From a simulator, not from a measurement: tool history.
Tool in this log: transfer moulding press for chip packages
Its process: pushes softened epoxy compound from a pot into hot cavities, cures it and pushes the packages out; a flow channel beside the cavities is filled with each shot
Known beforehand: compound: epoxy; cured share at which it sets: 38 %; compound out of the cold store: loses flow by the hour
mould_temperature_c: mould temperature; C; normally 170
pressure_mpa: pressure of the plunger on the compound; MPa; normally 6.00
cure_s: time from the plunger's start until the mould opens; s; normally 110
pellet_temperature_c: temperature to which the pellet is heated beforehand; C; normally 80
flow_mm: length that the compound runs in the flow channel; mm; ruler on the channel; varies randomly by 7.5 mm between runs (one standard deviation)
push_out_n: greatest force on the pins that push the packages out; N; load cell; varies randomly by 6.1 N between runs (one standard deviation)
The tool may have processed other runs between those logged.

run    day  mould_temperature_c  pressure_mpa  cure_s  pellet_temperature_c  incoming compound's hours out of the cold store  flow_mm  push_out_n
  1  0.000                  170          6.00     110                    80                                             27.3      956         240
  2  0.279                  170          6.00     110                    80                                             20.2      981         241
  3  0.925                  170          6.00     110                    80                                             21.5      962         237
  4  1.267                  170          6.00     110                    83                                             33.4      896         229
  5  1.708                  170          6.00     110                    83                                             23.5      958         230
  6  2.138                  170          6.00     110                    83                                             18.7      969         239
  7  2.796                  170          6.00     114                    80                                             31.9      910         227
  8  3.067                  170          6.64     110                    80                                             36.4      929         232
  9  3.692                  170          4.55     110                    80                                             30.3      787         238
 10  4.200                  170          6.00     110                    80                                             18.7      969         243
 11  4.621                  170          6.00     110                    80                                             20.2      976         226
 12  5.042                  170          6.00     110                    83                                             19.4      972         236
 13  5.367                  170          6.00     110                    83                                             46.7      852         242
 14  6.021                  170          4.81     110                    84                                              8.6      921         232
 15  6.550                  163          4.81     119                    84                                             29.9      858         297
 16  6.862                  166          5.50     110                    76                                             32.7      879         267
 17  7.304                  166          5.50     110                    76                                             39.3      858         282
 18  7.579                  166          6.32     148                    88                                             14.7     1038         219
 19  8.204                  166          6.32     148                    88                                             14.2     1044         211
 20  8.804                  166          6.32     148                    88                                             34.1      948         216
 21  9.079                  165          7.44     123                    84                                             28.1     1063         250
 22  9.458                  168          6.00     110                    82                                             35.6      905         255

Put back what was entered between runs (4 entries, withheld): which listed runs does each sit between, and how does the hidden state differ from the listed run before to the listed run after?
After run 2, before run 3: cavities cleaned with cleaning compound and waxed (day 0.838)
  pressure that reaches the compound, % of what is set: 99.69 -> 99.68; grip of the stained cavities, % over clean ones': 1.3 -> 0.1
After run 8, before run 9: cavities cleaned with cleaning compound and waxed (day 3.158)
  pressure that reaches the compound, % of what is set: 99.64 -> 99.63; grip of the stained cavities, % over clean ones': 1.6 -> 0.5
After run 13, before run 14: cavities cleaned with cleaning compound and waxed (day 5.479)
  true mould temperature over the reading, C: 0 -> -0.01; grip of the stained cavities, % over clean ones': 1.6 -> 0.5
After run 18, before run 19: cavities cleaned with cleaning compound and waxed (day 7.783)
  pressure that reaches the compound, % of what is set: 99.57 -> 99.56; grip of the stained cavities, % over clean ones': 1.5 -> 0.4
